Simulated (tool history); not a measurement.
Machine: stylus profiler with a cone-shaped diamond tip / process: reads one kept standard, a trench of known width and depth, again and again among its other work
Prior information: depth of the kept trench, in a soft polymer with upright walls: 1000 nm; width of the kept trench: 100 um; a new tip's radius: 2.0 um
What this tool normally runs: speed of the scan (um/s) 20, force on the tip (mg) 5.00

run	hour	speed of the scan (um/s)	force on the tip (mg)	depth of the trench (Å)	width of the trench's floor (µm)
1	0.0	20	5.00	10284.2	95.32
2	12.0	20	5.00	10283.9	95.33
3	24.4	11	5.00	10280.4	95.34
4	40.5	43	5.00	10283.2	95.29
5	53.3	43	2.08	10163.6	95.17
6	66.3	43	2.08	10169.0	95.19
7	76.2	43	2.08	10168.5	95.16
8	85.7	20	3.55	10231.1	95.26
9	93.3	20	3.55	10231.0	95.24
10	101.5	20	3.55	10231.2	95.16
11	110.3	20	5.00	10282.2	95.23
12	119.4	20	6.92	10349.9	95.25
13	132.6	8	5.00	10284.0	95.19
14	146.2	8	5.00	10284.6	95.19
15	158.8	8	2.22	10173.1	95.20
# hour 160.5: height scale calibrated on a step standard
16	174.2	8	2.22	10179.9	95.19
17	186.3	8	2.22	10179.7	95.20
18	195.2	8	2.22	10180.4	95.23
19	203.4	54	5.00	10290.8	95.16
# hour 209.1: height scale calibrated on a step standard, once more
20	220.1	8	2.68	10166.6	95.19
21	233.2	7	4.14	10222.1	95.14
22	241.2	7	4.14	10224.9	95.15
23	250.0	75	9.89	10404.7	95.10
24	263.5	15	5.00	10259.1	95.14
25	271.3	15	2.55	10165.9	95.11
26	283.4	15	9.92	10412.4	95.11
27	293.9	32	2.90	10175.0	95.04
28	303.9	24	3.80	10216.9	95.07
29	311.4	13	2.62	10165.5	95.07
30	320.4	26	14.58	10530.9	95.05
31	331.3	26	14.58	10533.5	95.06
32	339.4	59	2.12	10144.6	94.90
33	353.0	59	2.12	10144.9	94.93
34	363.4	51	7.82	10347.8	94.98
35	372.4	19	6.73	10321.3	95.02
36	379.6	29	5.00	10259.1	94.99
37	387.0	21	4.41	10242.0	95.01
38	396.1	20	5.74	10287.0	95.06

The same runs without the tool's hidden state, with the same run-to-run variation:
The hidden state here: radius of the tip, um; height scale over the true one, %; drift of the gauge itself on depth_nm, %; drift of the gauge itself on floor_um, %.
run	depth of the trench (Å)	width of the trench's floor (µm)
1	10263.8	96.51
2	10263.3	96.52
3	10259.6	96.55
4	10262.1	96.50
5	10142.6	96.40
6	10147.7	96.42
7	10147.1	96.41
8	10209.4	96.51
9	10209.2	96.50
10	10209.2	96.42
11	10260.0	96.50
12	10327.4	96.53
13	10261.4	96.48
14	10261.7	96.49
15	10150.3	96.51
16	10151.0	96.51
17	10150.5	96.53
18	10151.0	96.57
19	10260.9	96.50
20	10171.9	96.55
21	10227.2	96.51
22	10229.9	96.52
23	10409.6	96.49
24	10263.8	96.53
25	10170.4	96.51
26	10416.8	96.52
27	10179.1	96.46
28	10220.8	96.50
29	10169.3	96.50
30	10534.7	96.49
31	10537.1	96.51
32	10147.9	96.36
33	10148.0	96.40
34	10350.8	96.46
35	10324.2	96.50
36	10261.8	96.48
37	10244.5	96.50
38	10289.4	96.56
